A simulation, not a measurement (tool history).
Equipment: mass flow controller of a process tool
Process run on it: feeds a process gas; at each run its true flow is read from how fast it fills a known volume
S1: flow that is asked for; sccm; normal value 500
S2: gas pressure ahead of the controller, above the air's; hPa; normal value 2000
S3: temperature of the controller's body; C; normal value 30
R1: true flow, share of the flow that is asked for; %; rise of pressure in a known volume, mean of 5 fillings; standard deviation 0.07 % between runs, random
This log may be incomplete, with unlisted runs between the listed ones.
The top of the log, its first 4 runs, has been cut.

{"run": 5, "day": 12.008, "S1": 500, "S2": 2000, "S3": 30, "R1": 98.81}
{"run": 6, "day": 15.242, "S1": 107, "S2": 2000, "S3": 30, "R1": 98.55}
{"run": 7, "day": 19.221, "S1": 500, "S2": 2000, "S3": 30, "R1": 98.56}
{"run": 8, "day": 23.2, "S1": 500, "S2": 2000, "S3": 30, "R1": 98.52}
{"run": 9, "day": 27.171, "S1": 500, "S2": 2000, "S3": 30, "R1": 98.19}
{"run": 10, "day": 29.388, "S1": 500, "S2": 2000, "S3": 30, "R1": 98.09}
{"run": 11, "day": 31.467, "S1": 500, "S2": 2000, "S3": 30, "R1": 97.91}
{"run": 12, "day": 33.608, "S1": 500, "S2": 2000, "S3": 30, "R1": 97.98}
{"day": 35.933, "done": "gauge calibrated"}
{"run": 13, "day": 35.933, "S1": 500, "S2": 2000, "S3": 30, "R1": 99.31}
{"run": 14, "day": 39.517, "S1": 500, "S2": 2000, "S3": 30, "R1": 99.13}
{"run": 15, "day": 41.638, "S1": 500, "S2": 2000, "S3": 30, "R1": 99.0}
{"run": 16, "day": 43.988, "S1": 500, "S2": 2000, "S3": 30, "R1": 98.81}
{"run": 17, "day": 46.171, "S1": 500, "S2": 2000, "S3": 30, "R1": 98.9}
{"run": 18, "day": 48.367, "S1": 500, "S2": 2000, "S3": 30, "R1": 98.81}
{"run": 19, "day": 51.162, "S1": 500, "S2": 2000, "S3": 30, "R1": 98.75}
{"run": 20, "day": 53.621, "S1": 500, "S2": 2000, "S3": 30, "R1": 98.72}
{"run": 21, "day": 57.158, "S1": 500, "S2": 2000, "S3": 30, "R1": 98.28}
{"run": 22, "day": 60.471, "S1": 500, "S2": 2000, "S3": 30, "R1": 98.4}
{"run": 23, "day": 64.304, "S1": 282, "S2": 2000, "S3": 30, "R1": 98.12}

Run 24 is up next; what results do you expect?
{"run": 24, "day": 68.283, "S1": 198, "S2": 2000, "S3": 30, "R1": "?"}

R1: 98.05 %
Had the tool carried no hidden state, the very same run would have given R1 99.22 %.

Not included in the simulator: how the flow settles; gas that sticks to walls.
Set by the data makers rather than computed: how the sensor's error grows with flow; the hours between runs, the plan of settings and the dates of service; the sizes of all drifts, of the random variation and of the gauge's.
